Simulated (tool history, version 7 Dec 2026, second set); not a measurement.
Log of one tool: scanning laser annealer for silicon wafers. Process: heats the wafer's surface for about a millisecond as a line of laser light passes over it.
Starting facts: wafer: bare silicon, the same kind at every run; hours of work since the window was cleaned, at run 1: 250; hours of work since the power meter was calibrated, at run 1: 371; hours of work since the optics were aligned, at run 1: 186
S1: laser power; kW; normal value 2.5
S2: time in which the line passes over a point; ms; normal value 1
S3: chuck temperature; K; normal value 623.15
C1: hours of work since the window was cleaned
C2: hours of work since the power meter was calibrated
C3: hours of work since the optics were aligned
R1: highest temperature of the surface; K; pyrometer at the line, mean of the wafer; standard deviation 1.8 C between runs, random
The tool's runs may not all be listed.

{"run": 1, "day": 0.0, "S1": 2.5, "S2": 1, "S3": 623.15, "C1": 250, "C2": 371, "C3": 186, "R1": 1331.15}
{"run": 2, "day": 0.542, "S1": 2.5, "S2": 1, "S3": 623.15, "C1": 259, "C2": 380, "C3": 195, "R1": 1327.15}
{"run": 3, "day": 1.042, "S1": 2.465, "S2": 1, "S3": 623.15, "C1": 267, "C2": 389, "C3": 203, "R1": 1315.15}
{"run": 4, "day": 1.688, "S1": 2.465, "S2": 1, "S3": 623.15, "C1": 278, "C2": 400, "C3": 214, "R1": 1318.15}
{"run": 5, "day": 1.992, "S1": 2.465, "S2": 1, "S3": 623.15, "C1": 283, "C2": 405, "C3": 219, "R1": 1318.15}
{"run": 6, "day": 2.354, "S1": 2.465, "S2": 1, "S3": 623.15, "C1": 289, "C2": 411, "C3": 225, "R1": 1313.15}
{"run": 7, "day": 3.008, "S1": 2.5, "S2": 0.78, "S3": 623.15, "C1": 300, "C2": 422, "C3": 236, "R1": 1230.15}
{"run": 8, "day": 3.333, "S1": 2.522, "S2": 0.78, "S3": 623.15, "C1": 306, "C2": 427, "C3": 242, "R1": 1239.15}
{"run": 9, "day": 3.925, "S1": 2.522, "S2": 0.78, "S3": 623.15, "C1": 316, "C2": 437, "C3": 252, "R1": 1239.15}
{"run": 10, "day": 4.396, "S1": 2.5, "S2": 1, "S3": 623.15, "C1": 323, "C2": 445, "C3": 260, "R1": 1323.15}
{"run": 11, "day": 4.792, "S1": 2.5, "S2": 1, "S3": 623.15, "C1": 330, "C2": 452, "C3": 266, "R1": 1323.15}
{"run": 12, "day": 5.442, "S1": 2.5, "S2": 1, "S3": 623.15, "C1": 341, "C2": 463, "C3": 277, "R1": 1323.15}
{"run": 13, "day": 5.912, "S1": 2.5, "S2": 1, "S3": 623.15, "C1": 349, "C2": 471, "C3": 285, "R1": 1323.15}
{"run": 14, "day": 6.604, "S1": 2.5, "S2": 1, "S3": 623.15, "C1": 361, "C2": 482, "C3": 297, "R1": 1322.15}
{"run": 15, "day": 7.088, "S1": 2.5, "S2": 1, "S3": 623.15, "C1": 369, "C2": 490, "C3": 305, "R1": 1323.15}
{"run": 16, "day": 7.404, "S1": 2.35, "S2": 1, "S3": 648.15, "C1": 374, "C2": 496, "C3": 310, "R1": 1295.15}
{"run": 17, "day": 8.025, "S1": 2.35, "S2": 1, "S3": 648.15, "C1": 384, "C2": 506, "C3": 321, "R1": 1296.15}
{"run": 18, "day": 8.688, "S1": 2.7, "S2": 0.71, "S3": 636.15, "C1": 396, "C2": 517, "C3": 332, "R1": 1264.15}
{"run": 19, "day": 9.154, "S1": 2.7, "S2": 0.71, "S3": 636.15, "C1": 403, "C2": 525, "C3": 340, "R1": 1261.15}
{"run": 20, "day": 9.525, "S1": 2.7, "S2": 0.71, "S3": 636.15, "C1": 410, "C2": 531, "C3": 346, "R1": 1264.15}
{"run": 21, "day": 10.154, "S1": 2.253, "S2": 0.82, "S3": 623.15, "C1": 420, "C2": 542, "C3": 356, "R1": 1169.15}
{"run": 22, "day": 10.854, "S1": 2.253, "S2": 0.82, "S3": 623.15, "C1": 432, "C2": 554, "C3": 368, "R1": 1167.15}
{"run": 23, "day": 11.338, "S1": 2.5, "S2": 1, "S3": 587.15, "C1": 440, "C2": 562, "C3": 376, "R1": 1282.15}
{"run": 24, "day": 11.967, "S1": 2.394, "S2": 1.02, "S3": 632.15, "C1": 451, "C2": 572, "C3": 387, "R1": 1299.15}
{"run": 25, "day": 12.342, "S1": 2.203, "S2": 1, "S3": 662.15, "C1": 457, "C2": 579, "C3": 393, "R1": 1257.15}
{"run": 26, "day": 12.792, "S1": 2.203, "S2": 1, "S3": 650.15, "C1": 465, "C2": 586, "C3": 401, "R1": 1244.15}

Predict the results of run 27:
{"run": 27, "day": 13.454, "S1": 2.203, "S2": 1, "S3": 650.15, "C1": 476, "C2": 598, "C3": 412, "R1": "?"}

For run 27 the tool returned R1 1240.15 K.
With no hidden state in the tool, this same run would have given R1 1264.15 K.
